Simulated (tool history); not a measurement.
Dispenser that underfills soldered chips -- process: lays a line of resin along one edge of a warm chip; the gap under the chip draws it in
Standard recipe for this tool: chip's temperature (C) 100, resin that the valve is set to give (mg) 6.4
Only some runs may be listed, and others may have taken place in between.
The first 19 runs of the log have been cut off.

run   hour  chip's temperature (C)  resin that the valve is set to give (mg)  time until the resin shows at the far edge (s)  resin that the valve gave (mg)
 20  119.5                     103                                      5.98                                            75.7                            5.92
     123.7  -- new syringe of resin
 21  125.4                     103                                      5.98                                            67.3                            5.91
 22    132                     103                                      5.98                                              80                             5.9
     135.3  -- new syringe of resin
 23  136.1                      87                                      5.62                                           138.3                            5.56
     138.9  -- dispensing valve cleaned and set on the balance
 24  145.2                      96                                      5.54                                           109.8                            5.54
     147.3  -- new syringe of resin
 25  150.5                     107                                      5.74                                            58.5                            5.71
 26  154.4                     107                                      5.74                                            63.6                            5.74
     158.2  -- new syringe of resin
 27  160.8                      99                                      7.52                                            80.8                            7.49
 28  165.9                      94                                      7.29                                           116.1                            7.23
     169.3  -- new syringe of resin
 29    170                      94                                      7.29                                            97.7                            7.23
 30  177.3                      93                                      6.02                                           123.7                            5.97
     180.1  -- new syringe of resin
 31  182.6                      93                                      7.99                                           103.4                            7.92
 32    190                      87                                      7.21                                           169.4                            7.12
     191.4  -- new syringe of resin
 33  195.5                     101                                       8.1                                            73.7                            8.01
     202.4  -- new syringe of resin
 34  203.6                     114                                      5.48                                            42.5                            5.39
     212.9  -- dispensing valve cleaned and set on the balance
 35    213                     101                                       6.4                                            88.2                            6.38

Branching from run 35: 4 alternative next runs. What would each branch give?
     214.6  -- new syringe of resin
  A  217.9                     101                                      5.81                                               ?                               ?
     214.6  -- new syringe of resin
  B  217.9                      97                                      7.19                                               ?                               ?
     214.6  -- new syringe of resin
  C  217.9                     100                                      6.52                                               ?                               ?
     214.6  -- new syringe of resin
  D  217.9                     100                                      6.54                                               ?                               ?

run  time until the resin shows at the far edge (s)  resin that the valve gave (mg)
  A                                            77.9                             5.8
  B                                            91.3                            7.19
  C                                            77.7                            6.53
  D                                            79.7                            6.52
Take away the tool's hidden state, keep each run's random variation, and the runs would have read:
run  time until the resin shows at the far edge (s)  resin that the valve gave (mg)
  A                                            75.2                            5.81
  B                                            88.3                            7.19
  C                                              75                            6.53
  D                                              77                            6.52

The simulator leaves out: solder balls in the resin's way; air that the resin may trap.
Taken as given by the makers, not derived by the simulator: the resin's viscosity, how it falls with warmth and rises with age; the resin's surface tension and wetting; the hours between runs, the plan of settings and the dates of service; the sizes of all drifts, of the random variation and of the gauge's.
